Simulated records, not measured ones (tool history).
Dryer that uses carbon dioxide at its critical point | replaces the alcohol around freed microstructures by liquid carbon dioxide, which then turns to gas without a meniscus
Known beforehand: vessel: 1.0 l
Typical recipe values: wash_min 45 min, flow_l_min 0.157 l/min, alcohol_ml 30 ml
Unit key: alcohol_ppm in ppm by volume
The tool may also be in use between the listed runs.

| run | hour | wash_min | flow_l_min | alcohol_ml | alcohol_ppm |
|---|---|---|---|---|---|
| 1 | 0.0 | 45 | 0.157 | 30 | 167 |
| 2 | 15.4 | 45 | 0.157 | 30 | 176 |
| 3 | 28.6 | 45 | 0.157 | 30 | 184 |
| 4 | 48.8 | 45 | 0.157 | 26 | 151 |
| 5 | 60.6 | 45 | 0.157 | 30 | 172 |
| 6 | 78.7 | 45 | 0.157 | 52 | 288 |
| 7 | 92.3 | 45 | 0.157 | 52 | 288 |
| 8 | 114.3 | 45 | 0.219 | 30 | 49 |
| 9 | 132.9 | 45 | 0.125 | 30 | 535 |
| 10 | 146.2 | 45 | 0.187 | 61 | 144 |
| 11 | 157.7 | 71 | 0.224 | 73 | 29 |
| 12 | 172.6 | 71 | 0.224 | 73 | 44 |
| 13 | 189.0 | 69 | 0.112 | 21 | 128 |
| 14 | 208.5 | 69 | 0.112 | 21 | 125 |
| 15 | 220.0 | 34 | 0.174 | 28 | 384 |
| 16 | 239.5 | 41 | 0.174 | 112 | 594 |
| 17 | 254.0 | 30 | 0.174 | 112 | 2453 |

A few steps of alcohol_ppm between consecutive runs. Split each: what settings, incoming material and random variation would produce without the hidden state, and what is left over for the hidden state, along with gauge scatter present in only one of the two compared results (measured, and without hidden state):
Hidden state present: flow that reaches the vessel past the clogged filter, %; alcohol in the recycled carbon dioxide, ppm; drift of the gauge itself on alcohol_ppm, %.
Run 16 -> 17: wash_min 41 -> 30. alcohol_ppm +1859 ppm by volume: hidden state +601, all else +1258.
